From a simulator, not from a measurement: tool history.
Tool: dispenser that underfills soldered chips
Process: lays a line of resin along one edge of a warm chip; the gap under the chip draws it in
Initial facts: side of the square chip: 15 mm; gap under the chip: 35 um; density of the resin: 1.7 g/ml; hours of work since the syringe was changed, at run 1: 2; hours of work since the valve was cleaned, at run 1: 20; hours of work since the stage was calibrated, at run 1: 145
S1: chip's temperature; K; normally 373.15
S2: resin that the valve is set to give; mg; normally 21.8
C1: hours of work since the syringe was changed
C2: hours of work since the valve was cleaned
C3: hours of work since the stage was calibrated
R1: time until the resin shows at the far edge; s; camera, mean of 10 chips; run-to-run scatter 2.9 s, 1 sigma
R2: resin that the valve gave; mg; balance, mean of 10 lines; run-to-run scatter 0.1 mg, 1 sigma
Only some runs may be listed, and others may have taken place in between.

{"run": 1, "day": 0.0, "S1": 373.15, "S2": 21.8, "C1": 2, "C2": 20, "C3": 145, "R1": 304.7, "R2": 21.71}
{"run": 2, "day": 0.2, "S1": 376.15, "S2": 21.8, "C1": 6, "C2": 23, "C3": 149, "R1": 340.6, "R2": 21.6}
{"run": 3, "day": 0.517, "S1": 376.15, "S2": 21.8, "C1": 12, "C2": 29, "C3": 155, "R1": 463.0, "R2": 21.34}
{"day": 0.562, "done": "new syringe of resin"}
{"run": 4, "day": 0.954, "S1": 376.15, "S2": 21.8, "C1": 7, "C2": 37, "C3": 163, "R1": 359.5, "R2": 21.55}
{"day": 1.229, "done": "new syringe of resin"}
{"run": 5, "day": 1.254, "S1": 376.15, "S2": 21.8, "C1": 0, "C2": 43, "C3": 168, "R1": 259.0, "R2": 21.28}
{"run": 6, "day": 1.604, "S1": 376.15, "S2": 21.8, "C1": 7, "C2": 49, "C3": 174, "R1": 349.3, "R2": 21.15}
{"day": 1.892, "done": "new syringe of resin"}
{"run": 7, "day": 1.917, "S1": 373.15, "S2": 21.8, "C1": 0, "C2": 55, "C3": 180, "R1": 274.5, "R2": 20.92}
{"run": 8, "day": 2.096, "S1": 373.15, "S2": 21.8, "C1": 4, "C2": 58, "C3": 183, "R1": 329.7, "R2": 21.03}

Run 9, settings as shown, results not yet in. Your forecast:
{"run": 9, "day": 2.271, "S1": 373.15, "S2": 21.8, "C1": 7, "C2": 61, "C3": 186, "R1": "?", "R2": "?"}

R1: 380.4 s
R2: 20.99 mg
Had the tool carried no hidden state, the very same run would have given R1 281.6 s, R2 21.80 mg.
